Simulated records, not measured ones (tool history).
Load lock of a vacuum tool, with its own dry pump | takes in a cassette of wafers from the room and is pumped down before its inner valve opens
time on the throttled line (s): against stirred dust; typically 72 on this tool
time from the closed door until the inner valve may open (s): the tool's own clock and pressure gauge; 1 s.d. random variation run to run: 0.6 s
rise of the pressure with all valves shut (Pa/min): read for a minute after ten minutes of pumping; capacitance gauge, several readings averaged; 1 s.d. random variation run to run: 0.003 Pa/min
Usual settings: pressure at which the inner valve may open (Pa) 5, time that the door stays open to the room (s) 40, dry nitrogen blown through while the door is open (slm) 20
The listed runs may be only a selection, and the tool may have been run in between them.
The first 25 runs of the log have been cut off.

| run | day | time on the throttled line (s) | pressure at which the inner valve may open (Pa) | time that the door stays open to the room (s) | dry nitrogen blown through while the door is open (slm) | incoming humidity of the room's air, % | time from the closed door until the inner valve may open (s) | rise of the pressure with all valves shut (Pa/min) |
|---|---|---|---|---|---|---|---|---|
| 26 | 103.196 | 88 | 9 | 40 | 20 | 47.7 | 166.3 | 0.027 |
| 27 | 107.338 | 88 | 9 | 40 | 20 | 47.3 | 166.7 | 0.034 |
| 28 | 110.608 | 120 | 5 | 34 | 10 | 45.4 | 199.6 | 0.034 |
| 29 | 113.608 | 120 | 5 | 34 | 10 | 45.0 | 199.6 | 0.035 |
| 30 | 115.900 | 120 | 5 | 34 | 10 | 44.8 | 199.9 | 0.036 |
| 31 | 120.400 | 120 | 5 | 34 | 10 | 43.6 | 197.9 | 0.037 |
| 32 | 123.246 | 120 | 5 | 34 | 10 | 42.4 | 197.6 | 0.036 |
| 33 | 126.896 | 72 | 5 | 117 | 20 | 45.6 | 161.3 | 0.043 |
| 34 | 129.375 | 72 | 7 | 221 | 20 | 43.4 | 157.2 | 0.048 |
| 35 | 134.021 | 81 | 7 | 75 | 6 | 44.5 | 165.1 | 0.053 |

Alternative continuations, all from the tool just after run 35; predict every row:
| A | 137.671 | 126 | 7 | 37 | 5 | 42.6 | ? | ? |
| B | 137.671 | 81 | 6 | 38 | 6 | 43.5 | ? | ? |
| C | 137.671 | 64 | 6 | 75 | 6 | 42.1 | ? | ? |

| run | time from the closed door until the inner valve may open (s) | rise of the pressure with all valves shut (Pa/min) |
|---|---|---|
| A | 199.5 | 0.044 |
| B | 166.5 | 0.035 |
| C | 153.1 | 0.043 |
Had the tool no hidden state, the same runs would have come out as:
| run | time from the closed door until the inner valve may open (s) | rise of the pressure with all valves shut (Pa/min) |
|---|---|---|
| A | 193.3 | 0.036 |
| B | 159.4 | 0.028 |
| C | 145.7 | 0.036 |
